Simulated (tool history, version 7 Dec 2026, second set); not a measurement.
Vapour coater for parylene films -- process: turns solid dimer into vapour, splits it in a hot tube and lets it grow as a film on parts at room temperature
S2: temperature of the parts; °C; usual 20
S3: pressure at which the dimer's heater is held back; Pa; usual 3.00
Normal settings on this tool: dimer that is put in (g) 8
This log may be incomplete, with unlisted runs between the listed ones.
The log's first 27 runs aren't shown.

run 28 hour=1102.4 | dimer_that_is_put_in_(g)=5 S2=23 S3=4.49 | thickness_of_the_film_(um)=1.20
run 29 hour=1143.9 | dimer_that_is_put_in_(g)=7 S2=28 S3=4.49 | thickness_of_the_film_(um)=1.54
run 30 hour=1168.3 | dimer_that_is_put_in_(g)=8 S2=31 S3=5.94 | thickness_of_the_film_(um)=1.64
run 31 hour=1220.3 | dimer_that_is_put_in_(g)=6 S2=12 S3=5.84 | thickness_of_the_film_(um)=1.75
run 32 hour=1252.7 | dimer_that_is_put_in_(g)=8 S2=20 S3=6.38 | thickness_of_the_film_(um)=1.97
run 33 hour=1282.5 | dimer_that_is_put_in_(g)=8 S2=20 S3=6.38 | thickness_of_the_film_(um)=2.06
run 34 hour=1338.7 | dimer_that_is_put_in_(g)=4 S2=20 S3=6.68 | thickness_of_the_film_(um)=0.96
run 35 hour=1386.6 | dimer_that_is_put_in_(g)=4 S2=20 S3=6.68 | thickness_of_the_film_(um)=0.98
run 36 hour=1427.6 | dimer_that_is_put_in_(g)=5 S2=18 S3=2.13 | thickness_of_the_film_(um)=1.41
run 37 hour=1451.6 | dimer_that_is_put_in_(g)=3 S2=14 S3=2.13 | thickness_of_the_film_(um)=0.90

5 ways to go on from here, each from the tool as it stands after run 37. What would each give?
run A hour=1487.1 | dimer_that_is_put_in_(g)=9 S2=20 S3=3.00 | thickness_of_the_film_(um)=?
run B hour=1487.1 | dimer_that_is_put_in_(g)=3 S2=14 S3=2.13 | thickness_of_the_film_(um)=?
run C hour=1487.1 | dimer_that_is_put_in_(g)=3 S2=29 S3=2.13 | thickness_of_the_film_(um)=?
run D hour=1487.1 | dimer_that_is_put_in_(g)=3 S2=14 S3=2.21 | thickness_of_the_film_(um)=?
run E hour=1487.1 | dimer_that_is_put_in_(g)=8 S2=18 S3=4.19 | thickness_of_the_film_(um)=?

run=A thickness_of_the_film_(um)=2.36
run=B thickness_of_the_film_(um)=0.89
run=C thickness_of_the_film_(um)=0.67
run=D thickness_of_the_film_(um)=0.90
run=E thickness_of_the_film_(um)=2.15
With the hidden condition removed and each run's random variation left untouched, the same runs would have given:
run=A thickness_of_the_film_(um)=2.37
run=B thickness_of_the_film_(um)=0.89
run=C thickness_of_the_film_(um)=0.67
run=D thickness_of_the_film_(um)=0.90
run=E thickness_of_the_film_(um)=2.15
